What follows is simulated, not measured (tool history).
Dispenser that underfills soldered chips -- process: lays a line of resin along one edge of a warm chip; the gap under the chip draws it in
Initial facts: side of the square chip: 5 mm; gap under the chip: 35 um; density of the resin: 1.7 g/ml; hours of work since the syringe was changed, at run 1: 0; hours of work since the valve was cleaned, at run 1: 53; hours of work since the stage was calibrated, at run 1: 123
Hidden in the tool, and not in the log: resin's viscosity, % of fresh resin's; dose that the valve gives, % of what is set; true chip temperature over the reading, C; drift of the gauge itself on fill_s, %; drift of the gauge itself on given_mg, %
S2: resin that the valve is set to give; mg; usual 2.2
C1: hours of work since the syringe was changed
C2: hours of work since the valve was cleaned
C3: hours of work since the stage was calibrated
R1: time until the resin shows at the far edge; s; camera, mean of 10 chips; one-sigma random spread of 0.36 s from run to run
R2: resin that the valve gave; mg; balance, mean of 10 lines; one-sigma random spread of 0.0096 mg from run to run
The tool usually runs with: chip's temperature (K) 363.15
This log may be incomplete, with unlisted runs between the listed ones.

run 1 day=0 | chip's_temperature_(K)=363.15 S2=2.2 | C1=0 C2=53 C3=123 | R1=19.8 R2=2.171
run 2 day=0.212 | chip's_temperature_(K)=363.15 S2=2.2 | C1=4 C2=56 C3=126 | R1=26.7 R2=2.15
run 3 day=0.462 | chip's_temperature_(K)=363.15 S2=2.2 | C1=8 C2=61 C3=130 | R1=39 R2=2.156
-- day=0.512 new syringe of resin
run 4 day=0.812 | chip's_temperature_(K)=363.15 S2=2.2 | C1=5 C2=66 C3=136 | R1=29.4 R2=2.13
-- day=1.054 new syringe of resin
run 5 day=1.054 | chip's_temperature_(K)=363.15 S2=2.2 | C1=0 C2=70 C3=140 | R1=18.8 R2=2.126
run 6 day=1.238 | chip's_temperature_(K)=363.15 S2=2.2 | C1=3 C2=73 C3=143 | R1=25.1 R2=2.138
run 7 day=1.433 | chip's_temperature_(K)=363.15 S2=2.2 | C1=6 C2=77 C3=146 | R1=33.3 R2=2.129
-- day=1.583 new syringe of resin
run 8 day=1.742 | chip's_temperature_(K)=363.15 S2=2.2 | C1=3 C2=82 C3=151 | R1=24.5 R2=2.125
run 9 day=2.088 | chip's_temperature_(K)=363.15 S2=1.91 | C1=9 C2=87 C3=157 | R1=41.2 R2=1.848
-- day=2.133 new syringe of resin
run 10 day=2.325 | chip's_temperature_(K)=363.15 S2=1.91 | C1=3 C2=91 C3=161 | R1=26.8 R2=1.83
-- day=2.667 new syringe of resin
run 11 day=2.667 | chip's_temperature_(K)=363.15 S2=1.91 | C1=0 C2=97 C3=167 | R1=20.8 R2=1.833
run 12 day=3.025 | chip's_temperature_(K)=363.15 S2=1.91 | C1=6 C2=103 C3=173 | R1=33.3 R2=1.822
-- day=3.204 new syringe of resin
run 13 day=3.229 | chip's_temperature_(K)=363.15 S2=1.91 | C1=0 C2=106 C3=176 | R1=21.4 R2=1.836
run 14 day=3.558 | chip's_temperature_(K)=363.15 S2=2.2 | C1=6 C2=112 C3=182 | R1=31.4 R2=2.092
-- day=3.75 new syringe of resin
-- day=3.85 dispensing valve cleaned and set on the balance
run 15 day=3.958 | chip's_temperature_(K)=363.15 S2=1.98 | C1=3 C2=2 C3=187 | R1=25.2 R2=1.991
run 16 day=4.158 | chip's_temperature_(K)=357.15 S2=2.2 | C1=6 C2=5 C3=191 | R1=37.7 R2=2.198
-- day=4.321 new syringe of resin
run 17 day=4.412 | chip's_temperature_(K)=365.15 S2=2.49 | C1=2 C2=9 C3=195 | R1=20.3 R2=2.481
run 18 day=4.758 | chip's_temperature_(K)=365.15 S2=2.23 | C1=7 C2=15 C3=201 | R1=34 R2=2.214
-- day=4.85 new syringe of resin
run 19 day=5.008 | chip's_temperature_(K)=365.15 S2=2.23 | C1=3 C2=19 C3=205 | R1=22.6 R2=2.196
run 20 day=5.321 | chip's_temperature_(K)=365.15 S2=2.11 | C1=8 C2=24 C3=210 | R1=35.1 R2=2.088
-- day=5.388 new syringe of resin
run 21 day=5.721 | chip's_temperature_(K)=361.15 S2=2.11 | C1=6 C2=31 C3=217 | R1=33.3 R2=2.112
run 22 day=5.896 | chip's_temperature_(K)=366.15 S2=2.1 | C1=9 C2=34 C3=220 | R1=36.5 R2=2.058
-- day=5.929 new syringe of resin
run 23 day=6.104 | chip's_temperature_(K)=372.15 S2=2.83 | C1=3 C2=37 C3=223 | R1=19.1 R2=2.783
run 24 day=6.333 | chip's_temperature_(K)=378.15 S2=2.2 | C1=7 C2=41 C3=227 | R1=22.6 R2=2.17
-- day=6.471 new syringe of resin
run 25 day=6.721 | chip's_temperature_(K)=352.15 S2=1.96 | C1=4 C2=48 C3=233 | R1=38.9 R2=1.928
run 26 day=6.9 | chip's_temperature_(K)=352.15 S2=1.96 | C1=7 C2=51 C3=236 | R1=49.4 R2=1.912
-- day=7.017 new syringe of resin
run 27 day=7.25 | chip's_temperature_(K)=352.15 S2=1.96 | C1=4 C2=56 C3=242 | R1=37.9 R2=1.927
-- day=7.567 new syringe of resin
run 28 day=7.629 | chip's_temperature_(K)=377.15 S2=2.73 | C1=1 C2=63 C3=248 | R1=14.1 R2=2.678
run 29 day=8.012 | chip's_temperature_(K)=377.15 S2=1.95 | C1=8 C2=69 C3=255 | R1=24.3 R2=1.92
-- day=8.096 new syringe of resin
run 30 day=8.225 | chip's_temperature_(K)=354.15 S2=1.98 | C1=2 C2=72 C3=258 | R1=30.8 R2=1.931
run 31 day=8.517 | chip's_temperature_(K)=372.15 S2=2.88 | C1=7 C2=77 C3=263 | R1=26.7 R2=2.803

For each entry between runs, how does the tool's hidden state at the last listed run before it compare with that at the first listed run after it?
Logged between run 3 and run 4: new syringe of resin (day 0.512)
  resin's viscosity, % of fresh resin's: 192.9 -> 151.3; dose that the valve gives, % of what is set: 97.4 -> 97.2; true chip temperature over the reading, C: 0.62 -> 0.65
  difference, measured minus the result without the unlogged condition, R1: +18.2 -> +9.8 s; R2: -0.058 -> -0.062 mg
Logged between run 4 and run 5: new syringe of resin (day 1.054)
  resin's viscosity, % of fresh resin's: 151.3 -> 100.4; dose that the valve gives, % of what is set: 97.2 -> 97.05; true chip temperature over the reading, C: 0.65 -> 0.67
  difference, measured minus the result without the unlogged condition, R1: +9.8 -> -0.1 s; R2: -0.062 -> -0.065 mg
Logged between run 7 and run 8: new syringe of resin (day 1.583)
  resin's viscosity, % of fresh resin's: 167.9 -> 125.6; dose that the valve gives, % of what is set: 96.8 -> 96.62; true chip temperature over the reading, C: 0.7 -> 0.72
  difference, measured minus the result without the unlogged condition, R1: +13.1 -> +4.7 s; R2: -0.07 -> -0.074 mg
Logged between run 9 and run 10: new syringe of resin (day 2.133)
  resin's viscosity, % of fresh resin's: 200.6 -> 130; dose that the valve gives, % of what is set: 96.41 -> 96.26; true chip temperature over the reading, C: 0.75 -> 0.77
  difference, measured minus the result without the unlogged condition, R1: +20.5 -> +6 s; R2: -0.069 -> -0.071 mg
Logged between run 10 and run 11: new syringe of resin (day 2.667)
  resin's viscosity, % of fresh resin's: 130 -> 100.3; dose that the valve gives, % of what is set: 96.26 -> 96.03; true chip temperature over the reading, C: 0.77 -> 0.79
  difference, measured minus the result without the unlogged condition, R1: +6 -> -0.1 s; R2: -0.071 -> -0.076 mg
Logged between run 12 and run 13: new syringe of resin (day 3.204)
  resin's viscosity, % of fresh resin's: 163.6 -> 103.7; dose that the valve gives, % of what is set: 95.81 -> 95.69; true chip temperature over the reading, C: 0.82 -> 0.83
  difference, measured minus the result without the unlogged condition, R1: +12.7 -> +0.5 s; R2: -0.08 -> -0.082 mg
Logged between run 14 and run 15: new syringe of resin (day 3.75); dispensing valve cleaned and set on the balance (day 3.85)
  resin's viscosity, % of fresh resin's: 162.3 -> 125.1; dose that the valve gives, % of what is set: 95.47 -> 99.94; true chip temperature over the reading, C: 0.86 -> 0.89
  difference, measured minus the result without the unlogged condition, R1: +11.9 -> +4.6 s; R2: -0.1 -> -0.002 mg
Logged between run 16 and run 17: new syringe of resin (day 4.321)
  resin's viscosity, % of fresh resin's: 164.8 -> 113.9; dose that the valve gives, % of what is set: 99.82 -> 99.66; true chip temperature over the reading, C: 0.91 -> 0.93
  difference, measured minus the result without the unlogged condition, R1: +14.2 -> +2 s; R2: -0.004 -> -0.008 mg
Logged between run 18 and run 19: new syringe of resin (day 4.85)
  resin's viscosity, % of fresh resin's: 183.5 -> 122.6; dose that the valve gives, % of what is set: 99.43 -> 99.28; true chip temperature over the reading, C: 0.95 -> 0.97
  difference, measured minus the result without the unlogged condition, R1: +15 -> +3.7 s; R2: -0.013 -> -0.016 mg
Logged between run 20 and run 21: new syringe of resin (day 5.388)
  resin's viscosity, % of fresh resin's: 188.2 -> 158.8; dose that the valve gives, % of what is set: 99.08 -> 98.82; true chip temperature over the reading, C: 0.99 -> 1.02
  difference, measured minus the result without the unlogged condition, R1: +15.8 -> +11.8 s; R2: -0.019 -> -0.025 mg
Logged between run 22 and run 23: new syringe of resin (day 5.929)
  resin's viscosity, % of fresh resin's: 201.5 -> 126.9; dose that the valve gives, % of what is set: 98.7 -> 98.57; true chip temperature over the reading, C: 1.04 -> 1.05
  difference, measured minus the result without the unlogged condition, R1: +17.7 -> +3.6 s; R2: -0.028 -> -0.04 mg
Logged between run 24 and run 25: new syringe of resin (day 6.471)
  resin's viscosity, % of fresh resin's: 173.6 -> 139.9; dose that the valve gives, % of what is set: 98.42 -> 98.17; true chip temperature over the reading, C: 1.07 -> 1.1
  difference, measured minus the result without the unlogged condition, R1: +9.2 -> +10.3 s; R2: -0.035 -> -0.036 mg
Logged between run 26 and run 27: new syringe of resin (day 7.017)
  resin's viscosity, % of fresh resin's: 178 -> 135.5; dose that the valve gives, % of what is set: 98.06 -> 97.84; true chip temperature over the reading, C: 1.11 -> 1.14
  difference, measured minus the result without the unlogged condition, R1: +20.8 -> +9.2 s; R2: -0.038 -> -0.042 mg
Logged between run 27 and run 28: new syringe of resin (day 7.567)
  resin's viscosity, % of fresh resin's: 135.5 -> 107.7; dose that the valve gives, % of what is set: 97.84 -> 97.62; true chip temperature over the reading, C: 1.14 -> 1.17
  difference, measured minus the result without the unlogged condition, R1: +9.2 -> +0.6 s; R2: -0.042 -> -0.064 mg
Logged between run 29 and run 30: new syringe of resin (day 8.096)
  resin's viscosity, % of fresh resin's: 181.2 -> 120.2; dose that the valve gives, % of what is set: 97.38 -> 97.24; true chip temperature over the reading, C: 1.2 -> 1.21
  difference, measured minus the result without the unlogged condition, R1: +10.7 -> +4.5 s; R2: -0.051 -> -0.054 mg
